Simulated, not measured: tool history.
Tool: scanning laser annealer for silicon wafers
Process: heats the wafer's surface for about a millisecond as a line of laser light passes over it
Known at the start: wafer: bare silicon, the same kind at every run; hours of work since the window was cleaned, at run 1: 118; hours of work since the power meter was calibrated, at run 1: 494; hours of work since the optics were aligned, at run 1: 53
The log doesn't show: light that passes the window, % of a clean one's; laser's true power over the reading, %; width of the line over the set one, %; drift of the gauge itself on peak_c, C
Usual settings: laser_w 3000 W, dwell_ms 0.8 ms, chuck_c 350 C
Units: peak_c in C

run    day  laser_w  dwell_ms  chuck_c  hours of work since the window was cleaned  hours of work since the power meter was calibrated  hours of work since the optics were aligned  peak_c
  1      0     3000       0.8      350                                         118                                                 494                                           53    1102
  2  0.646     3000       0.8      350                                         130                                                 506                                           65    1098
  3  1.575     3000       0.8      350                                         147                                                 524                                           82    1096
  4  2.333     2719       0.8      350                                         162                                                 538                                           97    1011
  5  2.771     3000       0.8      379                                         170                                                 547                                          105    1127
  6  3.292     3000     0.664      350                                         180                                                 556                                          115    1019
  7  3.933     3000       0.8      313                                         192                                                 569                                          127    1055
  8  4.954     3000     0.621      329                                         211                                                 588                                          146     970
     5.154  -- laser's power meter calibrated
  9  5.829     3000     0.621      329                                         226                                                  13                                          161     965
 10   6.25     3191       0.8      350                                         234                                                  21                                          169    1148
 11  6.983     3191       0.8      350                                         248                                                  35                                          183    1148
 12  7.938     2854     0.575      315                                         266                                                  53                                          201     885

4 ways to go on from here, each from the tool as it stands after run 12. What would each give?
  A  8.454     3000     0.921      350                                         275                                                  63                                          210       ?
  B  8.454     2857     0.771      383                                         275                                                  63                                          210       ?
  C  8.454     2672     0.814      315                                         275                                                  63                                          210       ?
  D  8.454     2998     0.783      322                                         275                                                  63                                          210       ?

run  peak_c
  A    1146
  B    1059
  C     955
  D    1044
Without the tool's hidden state the same runs would have given:
run  peak_c
  A    1187
  B    1094
  C     988
  D    1081
